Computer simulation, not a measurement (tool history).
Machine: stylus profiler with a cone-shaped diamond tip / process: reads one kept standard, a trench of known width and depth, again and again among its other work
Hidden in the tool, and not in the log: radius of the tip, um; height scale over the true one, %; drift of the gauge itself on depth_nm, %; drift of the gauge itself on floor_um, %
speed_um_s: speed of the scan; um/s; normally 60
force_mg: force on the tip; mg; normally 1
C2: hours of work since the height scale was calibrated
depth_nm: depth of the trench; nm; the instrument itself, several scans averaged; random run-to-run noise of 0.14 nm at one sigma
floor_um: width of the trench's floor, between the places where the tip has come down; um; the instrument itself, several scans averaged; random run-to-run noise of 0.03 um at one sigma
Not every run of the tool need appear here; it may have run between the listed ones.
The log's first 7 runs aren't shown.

Run 8, hour 210.3: usual settings but speed_um_s 51 um/s; scans with this tip 1720; C2 196. Result: depth_nm 502.63 nm, floor_um 15.27 um.
Run 9, hour 228.3: usual settings but force_mg 0.4 mg; scans with this tip 1841; C2 210. Result: depth_nm 501.46 nm, floor_um 14.93 um.
Run 10, hour 254: usual settings but force_mg 0.4 mg; scans with this tip 2016; C2 230. Result: depth_nm 501.24 nm, floor_um 14.94 um.
Run 11, hour 280.5: usual settings but force_mg 0.65 mg; scans with this tip 2195; C2 251. Result: depth_nm 501.89 nm, floor_um 15.02 um.
Run 12, hour 319: usual settings but force_mg 0.65 mg; scans with this tip 2457; C2 280. Result: depth_nm 501.58 nm, floor_um 15.01 um.
Run 13, hour 359.8: usual settings but force_mg 0.65 mg; scans with this tip 2733; C2 312. Result: depth_nm 501.48 nm, floor_um 14.95 um.
Run 14, hour 397.6: usual settings but force_mg 0.65 mg; scans with this tip 2990; C2 341. Result: depth_nm 501.66 nm, floor_um 14.95 um.
Run 15, hour 432.4: usual settings but force_mg 0.65 mg; scans with this tip 3226; C2 368. Result: depth_nm 501.48 nm, floor_um 14.93 um.
Run 16, hour 449.9: usual settings but force_mg 0.65 mg; scans with this tip 3344; C2 382. Result: depth_nm 501.77 nm, floor_um 14.98 um.
Run 17, hour 472.4: usual settings but force_mg 0.65 mg; scans with this tip 3497; C2 399. Result: depth_nm 501.72 nm, floor_um 14.9 um.
Run 18, hour 511.5: usual settings but force_mg 0.65 mg; scans with this tip 3762; C2 429. Result: depth_nm 501.55 nm, floor_um 14.91 um.
Run 19, hour 534.3: usual settings but speed_um_s 33 um/s, force_mg 0.51 mg; scans with this tip 3917; C2 447. Result: depth_nm 501.43 nm, floor_um 15.04 um.
Run 20, hour 558.2: usual settings but speed_um_s 69 um/s, force_mg 0.92 mg; scans with this tip 4079; C2 466. Result: depth_nm 502.13 nm, floor_um 14.9 um.
Run 21, hour 596.7: usual settings but speed_um_s 17 um/s, force_mg 1.19 mg; scans with this tip 4340; C2 495. Result: depth_nm 502.34 nm, floor_um 15.17 um.
Run 22, hour 637.3: usual settings but speed_um_s 52 um/s, force_mg 0.38 mg; scans with this tip 4615; C2 527. Result: depth_nm 500.85 nm, floor_um 14.73 um.
Run 23, hour 666: usual settings but speed_um_s 162 um/s; scans with this tip 4810; C2 549. Result: depth_nm 501.96 nm, floor_um 14.26 um.
Run 24, hour 701.3: usual settings but force_mg 2.69 mg; scans with this tip 5049; C2 576. Result: depth_nm 504.29 nm, floor_um 15.01 um.
Run 25, hour 722.2: usual settings but speed_um_s 33 um/s, force_mg 1.95 mg; scans with this tip 5191; C2 592. Result: depth_nm 504 nm, floor_um 15.03 um.
Run 26, hour 739.6: usual settings but speed_um_s 91 um/s, force_mg 1.95 mg; scans with this tip 5309; C2 606. Result: depth_nm 503.73 nm, floor_um 14.83 um.
Run 27, hour 757.6: usual settings but speed_um_s 24 um/s, force_mg 2.97 mg; scans with this tip 5431; C2 620. Result: depth_nm 504.8 nm, floor_um 15.07 um.
Run 28, hour 792.6: usual settings but speed_um_s 32 um/s, force_mg 2.36 mg; scans with this tip 5669; C2 647. Result: depth_nm 504.18 nm, floor_um 14.96 um.
Run 29, hour 831: usual settings but speed_um_s 175 um/s, force_mg 0.39 mg; scans with this tip 5929; C2 677. Result: depth_nm 500.9 nm, floor_um 13.49 um.
Run 30, hour 853.1: usual settings but speed_um_s 175 um/s, force_mg 0.39 mg; scans with this tip 6079; C2 694. Result: depth_nm 500.69 nm, floor_um 13.56 um.
Run 31, hour 888.3: usual settings but speed_um_s 175 um/s, force_mg 0.39 mg; scans with this tip 6318; C2 721. Result: depth_nm 500.55 nm, floor_um 13.49 um.
Run 32, hour 926.2: usual settings but speed_um_s 127 um/s, force_mg 0.91 mg; scans with this tip 6575; C2 750. Result: depth_nm 501.67 nm, floor_um 14.31 um.

Each row is a separate what-if for the run after 32, all from the same tool condition, not one after another. Results?
Run A, hour 964.2: usual settings but speed_um_s 156 um/s, force_mg 2.49 mg; scans with this tip 6832; C2 780. Result: depth_nm ?, floor_um ?.
Run B, hour 964.2: usual settings but speed_um_s 22 um/s, force_mg 0.91 mg; scans with this tip 6832; C2 780. Result: depth_nm ?, floor_um ?.
Run C, hour 964.2: usual settings but speed_um_s 218 um/s, force_mg 0.46 mg; scans with this tip 6832; C2 780. Result: depth_nm ?, floor_um ?.
Run D, hour 964.2: usual settings but speed_um_s 198 um/s, force_mg 0.41 mg; scans with this tip 6832; C2 780. Result: depth_nm ?, floor_um ?.
Run E, hour 964.2: usual settings but speed_um_s 90 um/s, force_mg 0.46 mg; scans with this tip 6832; C2 780. Result: depth_nm ?, floor_um ?.

run  depth_nm  floor_um
  A    504.12      14.5
  B    501.72     14.85
  C    500.78     13.24
  D    500.64     13.34
  E    500.79     14.33
The same runs, with their run-to-run variation unchanged, on a tool lacking any hidden condition would have given:
run  depth_nm  floor_um
  A     504.9     15.16
  B     502.5      15.5
  C    501.56     13.89
  D    501.42     13.99
  E    501.57     14.98
